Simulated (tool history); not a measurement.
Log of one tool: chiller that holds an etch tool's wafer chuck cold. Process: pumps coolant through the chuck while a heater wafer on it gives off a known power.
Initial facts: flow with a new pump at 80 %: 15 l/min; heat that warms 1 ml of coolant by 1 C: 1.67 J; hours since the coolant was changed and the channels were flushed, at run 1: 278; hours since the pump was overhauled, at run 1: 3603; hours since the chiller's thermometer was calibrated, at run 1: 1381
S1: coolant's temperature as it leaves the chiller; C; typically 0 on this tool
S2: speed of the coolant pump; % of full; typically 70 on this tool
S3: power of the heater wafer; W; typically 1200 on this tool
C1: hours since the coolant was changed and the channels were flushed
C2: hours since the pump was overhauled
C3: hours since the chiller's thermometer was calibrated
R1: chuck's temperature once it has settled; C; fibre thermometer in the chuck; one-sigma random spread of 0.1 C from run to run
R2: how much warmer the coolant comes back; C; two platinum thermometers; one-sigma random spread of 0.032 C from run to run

Run 1, hour 0.0: usual settings; C1 278; C2 3603; C3 1381. Result: R1 10.6 C, R2 3.53 C.
Run 2, hour 120.6: usual settings; C1 399; C2 3724; C3 1502. Result: R1 10.4 C, R2 3.56 C.
Run 3, hour 233.6: usual settings; C1 512; C2 3837; C3 1615. Result: R1 10.7 C, R2 3.63 C.
Run 4, hour 390.5: usual settings but S2 60 % of full; C1 668; C2 3994; C3 1772. Result: R1 11.6 C, R2 4.30 C.
Run 5, hour 554.9: usual settings but S1 -1 C; C1 833; C2 4158; C3 1936. Result: R1 9.5 C, R2 3.64 C.
Run 6, hour 712.5: usual settings but S1 -1 C; C1 990; C2 4316; C3 2094. Result: R1 9.7 C, R2 3.69 C.
Run 7, hour 806.4: usual settings but S1 -1 C; C1 1084; C2 4409; C3 2187. Result: R1 9.7 C, R2 3.66 C.
Run 8, hour 885.0: usual settings but S1 -1 C; C1 1163; C2 4488; C3 2266. Result: R1 9.8 C, R2 3.68 C.
Run 9, hour 999.6: usual settings but S1 -1 C; C1 1278; C2 4603; C3 2381. Result: R1 9.8 C, R2 3.68 C.
Run 10, hour 1134.5: usual settings but S1 -1 C; C1 1412; C2 4737; C3 2516. Result: R1 10.0 C, R2 3.70 C.
Run 11, hour 1259.8: usual settings but S1 -1 C; C1 1538; C2 4863; C3 2641. Result: R1 10.2 C, R2 3.67 C.
Run 12, hour 1431.3: usual settings but S2 73 % of full; C1 1709; C2 5034; C3 2812. Result: R1 10.7 C, R2 3.48 C.
Run 13, hour 1585.3: usual settings but S2 73 % of full; C1 1863; C2 5188; C3 2966. Result: R1 10.8 C, R2 3.58 C.
Run 14, hour 1690.8: usual settings but S3 1241 W; C1 1969; C2 5294; C3 3072. Result: R1 11.4 C, R2 3.90 C.
Run 15, hour 1865.3: usual settings; C1 2143; C2 5468; C3 3246. Result: R1 11.2 C, R2 3.71 C.
Run 16, hour 2028.5: usual settings; C1 2306; C2 5632; C3 3410. Result: R1 11.2 C, R2 3.71 C.
Run 17, hour 2122.4: usual settings but S1 -7 C, S3 693 W; C1 2400; C2 5725; C3 3503. Result: R1 -0.5 C, R2 2.16 C.
Run 18, hour 2251.2: usual settings but S1 -7 C, S3 693 W; C1 2529; C2 5854; C3 3632. Result: R1 -0.7 C, R2 2.23 C.
Run 19, hour 2342.6: usual settings but S1 3 C, S2 66 % of full, S3 1698 W; C1 2620; C2 5946; C3 3724. Result: R1 19.7 C, R2 5.71 C.
Run 20, hour 2513.6: usual settings but S1 3 C, S2 77 % of full, S3 815 W; C1 2791; C2 6117; C3 3895. Result: R1 10.1 C, R2 2.34 C.
At hour 2554.1: chiller's thermometer calibrated.
Run 21, hour 2644.2: usual settings but S1 3 C, S2 77 % of full, S3 815 W; C1 2921; C2 6246; C3 90. Result: R1 10.6 C, R2 2.33 C.
Run 22, hour 2776.6: usual settings but S1 7 C, S2 63 % of full, S3 711 W; C1 3054; C2 6379; C3 223. Result: R1 14.7 C, R2 2.51 C.
Run 23, hour 2935.6: usual settings but S1 3 C, S2 60 % of full, S3 1241 W; C1 3212; C2 6538; C3 381. Result: R1 16.8 C, R2 4.65 C.
Run 24, hour 3093.5: usual settings but S1 3 C, S2 60 % of full, S3 1241 W; C1 3370; C2 6696; C3 539. Result: R1 16.7 C, R2 4.69 C.
Run 25, hour 3177.3: usual settings but S2 60 % of full, S3 634 W; C1 3454; C2 6779; C3 623. Result: R1 7.2 C, R2 2.39 C.
Run 26, hour 3259.7: usual settings but S2 60 % of full, S3 634 W; C1 3537; C2 6862; C3 706. Result: R1 7.2 C, R2 2.47 C.
Run 27, hour 3351.3: usual settings but S2 72 % of full, S3 1669 W; C1 3628; C2 6953; C3 797. Result: R1 16.6 C, R2 5.25 C.
Run 28, hour 3463.1: usual settings but S2 72 % of full, S3 1669 W; C1 3740; C2 7065; C3 909. Result: R1 16.8 C, R2 5.24 C.
Run 29, hour 3575.3: usual settings but S2 76 % of full, S3 677 W; C1 3852; C2 7177; C3 1021. Result: R1 6.6 C, R2 1.99 C.
Run 30, hour 3651.6: usual settings but S2 61 % of full, S3 677 W; C1 3929; C2 7254; C3 1098. Result: R1 7.6 C, R2 2.61 C.
Run 31, hour 3768.5: usual settings but S1 4 C, S2 100 % of full, S3 1042 W; C1 4045; C2 7371; C3 1214. Result: R1 12.4 C, R2 2.38 C.
Run 32, hour 3925.2: usual settings but S1 -6 C, S2 100 % of full; C1 4202; C2 7527; C3 1371. Result: R1 3.9 C, R2 2.63 C.

Alternative continuations, all from the tool just after run 32; predict every row:
Run A, hour 4069.3: usual settings but S1 -6 C, S2 80 % of full; C1 4346; C2 7671; C3 1515. Result: R1 ?, R2 ?.
Run B, hour 4069.3: usual settings but S1 8 C; C1 4346; C2 7671; C3 1515. Result: R1 ?, R2 ?.
Run C, hour 4069.3: usual settings but S1 1 C, S2 90 % of full, S3 1033 W; C1 4346; C2 7671; C3 1515. Result: R1 ?, R2 ?.
Run D, hour 4069.3: usual settings but S1 5 C; C1 4346; C2 7671; C3 1515. Result: R1 ?, R2 ?.

run    R1    R2
  A   5.5  3.38
  B  20.8  3.90
  C  10.2  2.55
  D  17.7  3.93
Without the tool's hidden state the same runs would have given:
run    R1    R2
  A   3.2  2.87
  B  18.2  3.31
  C   8.4  2.16
  D  15.2  3.34

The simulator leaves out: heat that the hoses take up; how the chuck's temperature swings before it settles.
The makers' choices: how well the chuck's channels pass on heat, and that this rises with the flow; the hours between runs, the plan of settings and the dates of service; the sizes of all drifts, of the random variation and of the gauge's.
